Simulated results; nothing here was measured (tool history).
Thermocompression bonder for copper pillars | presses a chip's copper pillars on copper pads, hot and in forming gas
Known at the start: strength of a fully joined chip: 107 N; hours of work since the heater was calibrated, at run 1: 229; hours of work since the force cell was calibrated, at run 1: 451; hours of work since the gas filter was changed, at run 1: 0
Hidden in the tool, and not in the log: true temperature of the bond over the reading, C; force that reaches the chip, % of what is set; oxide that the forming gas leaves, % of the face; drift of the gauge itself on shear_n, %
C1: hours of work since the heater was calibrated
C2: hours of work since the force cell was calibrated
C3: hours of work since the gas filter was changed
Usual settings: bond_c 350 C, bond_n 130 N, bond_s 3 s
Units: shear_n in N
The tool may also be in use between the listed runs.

{"run": 1, "hour": 0.0, "bond_c": 350, "bond_n": 130, "bond_s": 3, "C1": 229, "C2": 451, "C3": 0, "shear_n": 48.3}
{"run": 2, "hour": 11.1, "bond_c": 350, "bond_n": 130, "bond_s": 2, "C1": 234, "C2": 456, "C3": 5, "shear_n": 40.4}
{"run": 3, "hour": 18.2, "bond_c": 350, "bond_n": 130, "bond_s": 2, "C1": 237, "C2": 459, "C3": 8, "shear_n": 41.5}
{"run": 4, "hour": 27.8, "bond_c": 350, "bond_n": 130, "bond_s": 2, "C1": 241, "C2": 463, "C3": 12, "shear_n": 41.5}
{"run": 5, "hour": 40.5, "bond_c": 350, "bond_n": 130, "bond_s": 3, "C1": 246, "C2": 468, "C3": 17, "shear_n": 48.1}
{"run": 6, "hour": 53.6, "bond_c": 350, "bond_n": 130, "bond_s": 3, "C1": 251, "C2": 473, "C3": 22, "shear_n": 47.6}
{"run": 7, "hour": 69.6, "bond_c": 370, "bond_n": 130, "bond_s": 3, "C1": 258, "C2": 480, "C3": 29, "shear_n": 56.6}
{"run": 8, "hour": 83.0, "bond_c": 370, "bond_n": 130, "bond_s": 3, "C1": 264, "C2": 486, "C3": 35, "shear_n": 55.9}
{"run": 9, "hour": 92.7, "bond_c": 370, "bond_n": 130, "bond_s": 3, "C1": 268, "C2": 490, "C3": 39, "shear_n": 55.9}
{"run": 10, "hour": 104.7, "bond_c": 370, "bond_n": 130, "bond_s": 3, "C1": 273, "C2": 495, "C3": 44, "shear_n": 56.5}
{"run": 11, "hour": 112.9, "bond_c": 327, "bond_n": 130, "bond_s": 3, "C1": 276, "C2": 498, "C3": 47, "shear_n": 38.1}
{"hour": 115.9, "done": "force cell calibrated"}
{"run": 12, "hour": 127.0, "bond_c": 327, "bond_n": 130, "bond_s": 3, "C1": 281, "C2": 5, "C3": 52, "shear_n": 37.1}
{"run": 13, "hour": 143.6, "bond_c": 350, "bond_n": 130, "bond_s": 4, "C1": 288, "C2": 12, "C3": 59, "shear_n": 51.2}
{"run": 14, "hour": 153.9, "bond_c": 329, "bond_n": 82, "bond_s": 2, "C1": 293, "C2": 16, "C3": 64, "shear_n": 22.1}
{"run": 15, "hour": 161.2, "bond_c": 324, "bond_n": 125, "bond_s": 4, "C1": 296, "C2": 19, "C3": 67, "shear_n": 39.2}
{"hour": 164.2, "done": "force cell calibrated, once more"}
{"run": 16, "hour": 170.2, "bond_c": 333, "bond_n": 130, "bond_s": 2, "C1": 299, "C2": 3, "C3": 70, "shear_n": 34.9}
{"run": 17, "hour": 181.0, "bond_c": 362, "bond_n": 102, "bond_s": 7, "C1": 303, "C2": 7, "C3": 74, "shear_n": 60.7}
{"run": 18, "hour": 196.7, "bond_c": 359, "bond_n": 90, "bond_s": 3, "C1": 310, "C2": 14, "C3": 81, "shear_n": 40.4}
{"run": 19, "hour": 204.1, "bond_c": 377, "bond_n": 134, "bond_s": 3, "C1": 313, "C2": 17, "C3": 84, "shear_n": 60.2}
{"run": 20, "hour": 212.6, "bond_c": 377, "bond_n": 134, "bond_s": 3, "C1": 316, "C2": 20, "C3": 87, "shear_n": 60.2}
{"run": 21, "hour": 228.8, "bond_c": 377, "bond_n": 134, "bond_s": 3, "C1": 323, "C2": 27, "C3": 94, "shear_n": 61.6}
{"run": 22, "hour": 241.1, "bond_c": 377, "bond_n": 134, "bond_s": 3, "C1": 328, "C2": 32, "C3": 99, "shear_n": 60.9}
{"run": 23, "hour": 254.1, "bond_c": 362, "bond_n": 137, "bond_s": 3, "C1": 334, "C2": 37, "C3": 105, "shear_n": 54.3}

Forecast run 24:
{"run": 24, "hour": 271.2, "bond_c": 335, "bond_n": 166, "bond_s": 3, "C1": 341, "C2": 45, "C3": 112, "shear_n": "?"}

Run 24 gave shear_n 48.6 N.
Without the tool's hidden state the same run would have given shear_n 50.8 N.
